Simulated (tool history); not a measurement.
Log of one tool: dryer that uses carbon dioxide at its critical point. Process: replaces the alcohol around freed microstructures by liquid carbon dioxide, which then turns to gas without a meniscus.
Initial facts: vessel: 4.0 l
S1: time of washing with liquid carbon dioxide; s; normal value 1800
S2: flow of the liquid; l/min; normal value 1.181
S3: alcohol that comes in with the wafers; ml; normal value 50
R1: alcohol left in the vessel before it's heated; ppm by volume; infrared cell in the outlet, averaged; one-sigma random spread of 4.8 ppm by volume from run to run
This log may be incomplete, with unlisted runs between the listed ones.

run 1 day=0 | S1=1800 S2=1.181 S3=50 | R1=48
run 2 day=0.608 | S1=1800 S2=1.181 S3=50 | R1=52
run 3 day=1.175 | S1=1800 S2=1.181 S3=50 | R1=49
run 4 day=1.942 | S1=2640 S2=1.181 S3=50 | R1=28
run 5 day=2.425 | S1=2640 S2=1.181 S3=50 | R1=33
run 6 day=3.088 | S1=1800 S2=1.181 S3=50 | R1=53
run 7 day=3.696 | S1=1800 S2=1.181 S3=50 | R1=37
run 8 day=4.546 | S1=1800 S2=1.181 S3=50 | R1=54
run 9 day=5.483 | S1=1800 S2=1.181 S3=50 | R1=47
run 10 day=6.379 | S1=1800 S2=1.181 S3=50 | R1=48
run 11 day=6.858 | S1=1800 S2=1.181 S3=50 | R1=46
run 12 day=7.292 | S1=1800 S2=1.181 S3=50 | R1=59
run 13 day=7.808 | S1=1800 S2=1.181 S3=50 | R1=52
run 14 day=8.204 | S1=1800 S2=1.181 S3=50 | R1=57
run 15 day=8.838 | S1=1800 S2=0.73 S3=50 | R1=261
run 16 day=9.75 | S1=1800 S2=0.73 S3=50 | R1=262
run 17 day=10.425 | S1=1140 S2=0.73 S3=50 | R1=1021
-- day=10.933 inlet filter changed
run 18 day=11.225 | S1=1200 S2=0.82 S3=30 | R1=263

Run 19, settings as shown, results not yet in. Your forecast:
run 19 day=11.862 | S1=1380 S2=0.84 S3=24 | R1=?

For run 19 the tool returned R1 137 ppm by volume.
If the tool had no hidden condition, the same run with the same run-to-run variation would have returned R1 101 ppm by volume.

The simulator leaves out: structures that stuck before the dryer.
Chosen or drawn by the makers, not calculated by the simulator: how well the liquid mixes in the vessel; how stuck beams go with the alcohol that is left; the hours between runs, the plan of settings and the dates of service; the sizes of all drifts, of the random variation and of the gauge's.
